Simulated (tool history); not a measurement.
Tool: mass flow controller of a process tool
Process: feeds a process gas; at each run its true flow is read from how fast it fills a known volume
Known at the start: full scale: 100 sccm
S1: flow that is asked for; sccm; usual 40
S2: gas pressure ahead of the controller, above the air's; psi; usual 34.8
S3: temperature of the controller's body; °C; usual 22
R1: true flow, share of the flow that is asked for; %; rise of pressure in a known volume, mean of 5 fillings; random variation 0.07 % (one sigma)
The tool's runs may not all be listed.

| run | hour | S1 | S2 | S3 | R1 |
|---|---|---|---|---|---|
| 1 | 0 | 40 | 34.8 | 22 | 100.08 |
| 2 | 129.7 | 40 | 34.8 | 22 | 100.24 |
| 3 | 212.9 | 40 | 24.5 | 22 | 99.69 |
| 4 | 267.6 | 40 | 35.7 | 22 | 100.38 |
| 5 | 386.4 | 40 | 35.7 | 22 | 100.36 |
| 6 | 452.8 | 40 | 35.7 | 22 | 100.46 |
| 7 | 579.6 | 53 | 29.6 | 30 | 99.61 |
|  | 590.9 | controller's zero set anew |
| 8 | 672 | 39 | 37.1 | 30 | 99.83 |
| 9 | 737.1 | 23 | 29 | 22 | 100.84 |
| 10 | 836.8 | 97 | 29 | 24 | 101.64 |

Hidden state or all else? Some run-to-run changes of R1, split into what the settings, what came in and random variation would give without the hidden state, and what is left for the hidden state (with any gauge scatter that isn't in both results):
The hidden state here: flow at rest that the sensor doesn't see, % of full scale; true flow over the shown one, %; drift of the gauge itself on true_pct, %.
Run 8 -> 9: S1 39 -> 23, S2 37.1 -> 29, S3 30 -> 22. R1 +1.01 %: hidden state +0.87, all else +0.14.
Run 9 -> 10: S1 23 -> 97, S3 22 -> 24. R1 +0.8 %: hidden state -1.53, all else +2.33.

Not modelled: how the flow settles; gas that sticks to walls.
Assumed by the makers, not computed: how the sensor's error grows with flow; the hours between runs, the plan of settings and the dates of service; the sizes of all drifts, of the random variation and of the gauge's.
